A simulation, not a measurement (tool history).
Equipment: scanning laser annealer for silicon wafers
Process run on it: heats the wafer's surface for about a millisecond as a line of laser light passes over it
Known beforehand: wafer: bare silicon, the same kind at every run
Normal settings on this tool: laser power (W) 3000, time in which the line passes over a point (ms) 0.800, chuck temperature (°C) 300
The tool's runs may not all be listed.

| run | hour | laser power (W) | time in which the line passes over a point (ms) | chuck temperature (°C) | highest temperature of the surface (°C) |
|---|---|---|---|---|---|
| 1 | 0.0 | 3000 | 0.800 | 300 | 981 |
| 2 | 41.5 | 3000 | 0.800 | 300 | 982 |
| 3 | 71.0 | 3022 | 0.800 | 300 | 982 |
| 4 | 96.8 | 3000 | 0.800 | 321 | 995 |
| 5 | 146.7 | 3000 | 0.800 | 321 | 997 |
| 6 | 182.0 | 3221 | 0.677 | 300 | 977 |
| 7 | 231.0 | 2998 | 0.758 | 302 | 962 |
| 8 | 279.7 | 3162 | 0.800 | 300 | 1013 |
| 9 | 311.0 | 2666 | 0.949 | 300 | 943 |
| 10 | 346.2 | 3237 | 0.577 | 331 | 971 |

Removed from this log: 1 entry logged between the listed runs. Between which two listed runs does each belong, and how does the tool's hidden state at the listed run before it compare with that at the listed run after it?
After run 8, before run 9: optics aligned, line set to its width (hour 291.7)
  light that passes the window, % of a clean one's: 97.08 -> 96.95; width of the line over the set one, %: 1.86 -> 0.04
  what was measured, less what the result would be without the hidden state, highest temperature of the surface (°C): -31 -> -21
